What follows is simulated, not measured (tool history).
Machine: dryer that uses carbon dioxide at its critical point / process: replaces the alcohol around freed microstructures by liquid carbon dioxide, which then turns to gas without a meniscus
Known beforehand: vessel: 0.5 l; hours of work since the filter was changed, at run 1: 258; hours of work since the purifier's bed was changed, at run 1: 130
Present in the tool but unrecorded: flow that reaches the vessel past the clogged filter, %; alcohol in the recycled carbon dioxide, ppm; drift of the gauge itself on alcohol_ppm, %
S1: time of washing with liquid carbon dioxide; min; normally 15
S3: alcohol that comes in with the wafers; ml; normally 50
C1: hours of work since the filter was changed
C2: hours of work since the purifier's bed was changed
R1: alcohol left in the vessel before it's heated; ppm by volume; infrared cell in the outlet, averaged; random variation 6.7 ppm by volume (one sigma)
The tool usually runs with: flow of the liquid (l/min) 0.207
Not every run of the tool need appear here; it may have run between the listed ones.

run 1 day=0 | S1=15 flow_of_the_liquid_(l/min)=0.207 S3=50 | C1=258 C2=130 | R1=415
run 2 day=0.508 | S1=15 flow_of_the_liquid_(l/min)=0.207 S3=50 | C1=266 C2=138 | R1=412
run 3 day=1.458 | S1=15 flow_of_the_liquid_(l/min)=0.207 S3=50 | C1=281 C2=153 | R1=411
run 4 day=2.4 | S1=15 flow_of_the_liquid_(l/min)=0.207 S3=50 | C1=296 C2=168 | R1=423
run 5 day=3.529 | S1=15 flow_of_the_liquid_(l/min)=0.207 S3=50 | C1=314 C2=186 | R1=431
run 6 day=4.604 | S1=15 flow_of_the_liquid_(l/min)=0.207 S3=50 | C1=331 C2=203 | R1=433
run 7 day=5.746 | S1=15 flow_of_the_liquid_(l/min)=0.207 S3=50 | C1=349 C2=221 | R1=444
run 8 day=6.471 | S1=15 flow_of_the_liquid_(l/min)=0.207 S3=106 | C1=361 C2=232 | R1=943
run 9 day=7.038 | S1=13 flow_of_the_liquid_(l/min)=0.207 S3=50 | C1=370 C2=241 | R1=874
run 10 day=8.225 | S1=15 flow_of_the_liquid_(l/min)=0.327 S3=50 | C1=388 C2=260 | R1=57
run 11 day=8.754 | S1=15 flow_of_the_liquid_(l/min)=0.327 S3=50 | C1=397 C2=268 | R1=63
run 12 day=9.446 | S1=15 flow_of_the_liquid_(l/min)=0.35 S3=50 | C1=408 C2=279 | R1=59
run 13 day=10.475 | S1=15 flow_of_the_liquid_(l/min)=0.35 S3=50 | C1=424 C2=296 | R1=69
run 14 day=11.375 | S1=15 flow_of_the_liquid_(l/min)=0.255 S3=50 | C1=438 C2=310 | R1=186
run 15 day=11.933 | S1=16 flow_of_the_liquid_(l/min)=0.207 S3=50 | C1=447 C2=319 | R1=377
run 16 day=12.492 | S1=15 flow_of_the_liquid_(l/min)=0.207 S3=50 | C1=456 C2=327 | R1=506
-- day=13.525 inlet filter changed
run 17 day=13.533 | S1=15 flow_of_the_liquid_(l/min)=0.207 S3=50 | C1=0 C2=343 | R1=364
run 18 day=14.112 | S1=15 flow_of_the_liquid_(l/min)=0.207 S3=50 | C1=9 C2=352 | R1=368
run 19 day=15.225 | S1=15 flow_of_the_liquid_(l/min)=0.207 S3=50 | C1=27 C2=370 | R1=379
run 20 day=16.008 | S1=15 flow_of_the_liquid_(l/min)=0.207 S3=31 | C1=39 C2=382 | R1=270
run 21 day=17.025 | S1=15 flow_of_the_liquid_(l/min)=0.207 S3=31 | C1=55 C2=398 | R1=274
run 22 day=17.712 | S1=15 flow_of_the_liquid_(l/min)=0.207 S3=24 | C1=66 C2=409 | R1=236
run 23 day=18.425 | S1=15 flow_of_the_liquid_(l/min)=0.207 S3=24 | C1=77 C2=421 | R1=229
run 24 day=19.575 | S1=15 flow_of_the_liquid_(l/min)=0.207 S3=40 | C1=96 C2=439 | R1=342
run 25 day=20.188 | S1=19 flow_of_the_liquid_(l/min)=0.158 S3=57 | C1=105 C2=448 | R1=545
run 26 day=20.733 | S1=19 flow_of_the_liquid_(l/min)=0.158 S3=57 | C1=114 C2=457 | R1=543
run 27 day=21.296 | S1=19 flow_of_the_liquid_(l/min)=0.158 S3=57 | C1=123 C2=466 | R1=554
run 28 day=22.067 | S1=16 flow_of_the_liquid_(l/min)=0.158 S3=82 | C1=135 C2=478 | R1=1693
run 29 day=22.9 | S1=17 flow_of_the_liquid_(l/min)=0.289 S3=50 | C1=148 C2=491 | R1=100
run 30 day=23.604 | S1=17 flow_of_the_liquid_(l/min)=0.317 S3=66 | C1=159 C2=502 | R1=97
run 31 day=24.208 | S1=17 flow_of_the_liquid_(l/min)=0.317 S3=66 | C1=169 C2=512 | R1=99
run 32 day=25.15 | S1=22 flow_of_the_liquid_(l/min)=0.163 S3=46 | C1=184 C2=527 | R1=230
run 33 day=26.017 | S1=22 flow_of_the_liquid_(l/min)=0.163 S3=46 | C1=197 C2=541 | R1=243
run 34 day=27.212 | S1=11 flow_of_the_liquid_(l/min)=0.145 S3=28 | C1=216 C2=559 | R1=3235
run 35 day=28.154 | S1=15 flow_of_the_liquid_(l/min)=0.221 S3=49 | C1=231 C2=574 | R1=338
run 36 day=28.696 | S1=15 flow_of_the_liquid_(l/min)=0.171 S3=50 | C1=240 C2=583 | R1=1105
run 37 day=29.683 | S1=15 flow_of_the_liquid_(l/min)=0.143 S3=85 | C1=255 C2=598 | R1=3731
run 38 day=30.633 | S1=23 flow_of_the_liquid_(l/min)=0.288 S3=40 | C1=270 C2=614 | R1=107
run 39 day=31.592 | S1=9 flow_of_the_liquid_(l/min)=0.164 S3=40 | C1=286 C2=629 | R1=6023
run 40 day=32.712 | S1=9 flow_of_the_liquid_(l/min)=0.164 S3=40 | C1=303 C2=646 | R1=6060
run 41 day=33.5 | S1=13 flow_of_the_liquid_(l/min)=0.235 S3=47 | C1=316 C2=659 | R1=531
run 42 day=34.317 | S1=14 flow_of_the_liquid_(l/min)=0.198 S3=47 | C1=329 C2=672 | R1=836
run 43 day=35.288 | S1=12 flow_of_the_liquid_(l/min)=0.29 S3=75 | C1=344 C2=687 | R1=442
run 44 day=36.071 | S1=15 flow_of_the_liquid_(l/min)=0.207 S3=24 | C1=356 C2=699 | R1=333
run 45 day=37.038 | S1=15 flow_of_the_liquid_(l/min)=0.207 S3=24 | C1=372 C2=715 | R1=331
run 46 day=37.883 | S1=21 flow_of_the_liquid_(l/min)=0.309 S3=26 | C1=385 C2=728 | R1=124
run 47 day=38.988 | S1=22 flow_of_the_liquid_(l/min)=0.155 S3=50 | C1=403 C2=746 | R1=396
run 48 day=39.588 | S1=23 flow_of_the_liquid_(l/min)=0.162 S3=60 | C1=412 C2=755 | R1=319

Some steps in R1 between neighbouring runs. How much of each would the tool show without its hidden state too (settings, what came in, random variation), and how much is left for the hidden state, with any gauge scatter that isn't in both results?
Run 37 -> 38: S1 15 -> 23, flow of the liquid (l/min) 0.143 -> 0.288, S3 85 -> 40. R1 -3624 ppm by volume: hidden state -646, all else -2978.
Run 38 -> 39: S1 23 -> 9, flow of the liquid (l/min) 0.288 -> 0.164. R1 +5916 ppm by volume: hidden state +826, all else +5090.
Run 40 -> 41: S1 9 -> 13, flow of the liquid (l/min) 0.164 -> 0.235, S3 40 -> 47. R1 -5529 ppm by volume: hidden state -747, all else -4782.
